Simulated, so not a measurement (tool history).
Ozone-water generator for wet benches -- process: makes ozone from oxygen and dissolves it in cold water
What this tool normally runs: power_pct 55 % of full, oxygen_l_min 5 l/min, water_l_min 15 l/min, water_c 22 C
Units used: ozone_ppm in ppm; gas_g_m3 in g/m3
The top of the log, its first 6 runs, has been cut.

| run | hour | power_pct | oxygen_l_min | water_l_min | water_c | ozone_ppm | gas_g_m3 |
|---|---|---|---|---|---|---|---|
| 7 | 371.8 | 72 | 5 | 15 | 22 | 19.23 | 169.7 |
| 8 | 416.4 | 72 | 5 | 15 | 22 | 19.23 | 169.6 |
| 9 | 466.1 | 55 | 5 | 15 | 22 | 15.58 | 139.7 |
| 10 | 538.9 | 55 | 5 | 15 | 22 | 15.6 | 137.5 |
| 11 | 611.1 | 55 | 5 | 15 | 22 | 15.58 | 140.4 |
| 12 | 663.9 | 90 | 5 | 15 | 22 | 22.36 | 201 |
| 13 | 702.4 | 90 | 5 | 15 | 22 | 22.45 | 201 |
| 14 | 788.8 | 55 | 5 | 15 | 22 | 15.67 | 139.7 |
| 15 | 867.9 | 55 | 5 | 15 | 22 | 15.64 | 139 |
| 16 | 949.7 | 55 | 5 | 15 | 22 | 15.38 | 138.3 |
| 17 | 991.6 | 65 | 4.17 | 10 | 19 | 24.59 | 171.5 |
| 18 | 1058.3 | 55 | 5 | 20 | 22 | 12.04 | 138.6 |
|  | 1113.6 | gauge calibrated |
| 19 | 1128.3 | 55 | 5 | 20 | 22 | 12.32 | 138.8 |
| 20 | 1217.1 | 55 | 5 | 20 | 22 | 12.34 | 139.5 |
| 21 | 1258.7 | 55 | 5 | 20 | 15 | 13.76 | 139.3 |
| 22 | 1305.9 | 55 | 3.25 | 20 | 15 | 12.58 | 166.6 |
| 23 | 1381.6 | 55 | 5 | 10 | 19 | 21.93 | 139.7 |
| 24 | 1421.6 | 67 | 4.21 | 15 | 22 | 17.99 | 173.6 |
| 25 | 1473.6 | 56 | 5.02 | 22 | 15 | 12.55 | 139.3 |
| 26 | 1511.5 | 78 | 6.17 | 22 | 28 | 13.51 | 164.8 |
| 27 | 1599 | 88 | 2.86 | 12 | 16 | 27.58 | 249.7 |
| 28 | 1650.3 | 88 | 2.86 | 12 | 16 | 27.55 | 251.9 |

Run 29 is up next; what results do you expect?
| 29 | 1701.2 | 65 | 3.35 | 9 | 20 | ? | ? |

{"run 29": {"ozone_ppm": 26.34, "gas_g_m3": 187.6}}
Without the tool's hidden state the same run would have given ozone_ppm 26.78 ppm, gas_g_m3 187.7 g/m3.
